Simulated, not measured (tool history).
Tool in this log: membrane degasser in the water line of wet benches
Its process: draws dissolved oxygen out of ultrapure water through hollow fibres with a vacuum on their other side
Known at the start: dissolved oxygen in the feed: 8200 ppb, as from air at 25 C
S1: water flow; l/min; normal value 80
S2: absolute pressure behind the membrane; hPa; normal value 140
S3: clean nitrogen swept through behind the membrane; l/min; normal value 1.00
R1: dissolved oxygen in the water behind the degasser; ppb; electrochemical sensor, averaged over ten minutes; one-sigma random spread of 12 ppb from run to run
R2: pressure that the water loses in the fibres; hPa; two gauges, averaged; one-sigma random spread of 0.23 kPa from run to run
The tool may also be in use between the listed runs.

run	hour	S1	S2	S3	R1	R2
1	0.0	80	140	1.00	1294.0	562.8
2	34.4	80	140	1.00	1309.6	563.8
3	96.9	80	140	1.00	1301.6	562.6
4	140.8	80	140	1.00	1274.0	561.6
5	207.7	74	140	1.00	1254.1	523.1
6	253.6	74	140	1.00	1216.1	520.2
7	301.3	74	140	1.00	1249.5	518.5
8	369.7	74	140	1.00	1223.8	519.2
9	428.9	74	140	1.00	1244.1	514.5
10	499.6	53	140	1.00	986.4	367.8
11	537.0	53	140	1.00	1001.3	368.3
12	599.2	53	140	1.00	990.6	368.4
13	637.6	80	195	1.00	1848.6	554.6
14	697.6	80	195	1.00	1856.0	557.6
15	744.0	80	300	1.00	2676.9	548.5
16	797.0	86	140	1.00	1354.6	597.9
17	880.2	86	140	1.00	1361.7	593.7
18	921.8	57	281	0.48	3132.6	391.2
19	962.7	85	121	1.23	1000.6	584.4
20	998.3	85	121	1.23	1003.6	583.7
21	1062.2	128	279	0.60	4028.3	877.7
22	1096.8	57	205	1.00	1546.4	390.1
23	1152.8	108	121	2.74	724.0	740.9
24	1189.6	108	140	0.66	1940.6	739.4
25	1263.2	108	140	1.67	1151.7	735.7
26	1305.7	70	140	0.88	1300.8	478.6
27	1351.4	114	242	0.41	4000.4	776.6
28	1421.8	114	242	0.41	3998.9	799.9
29	1467.4	80	140	0.71	1579.3	561.4
30	1540.5	80	121	1.00	1090.7	558.6
31	1623.9	80	121	1.00	1100.8	563.4
32	1678.5	56	88	2.45	279.5	391.9

Put back what was entered between runs (1 entry, withheld): which listed runs does each sit between, and how does the hidden state differ from the listed run before to the listed run after?
From run 27 to run 28: gauge calibrated (hour 1375.7)
  drift of the gauge itself on loss_of_pressure_kpa, %: -2.87 -> -0.1
  measured minus no-state result, R2: -22.9 -> -0.7 hPa
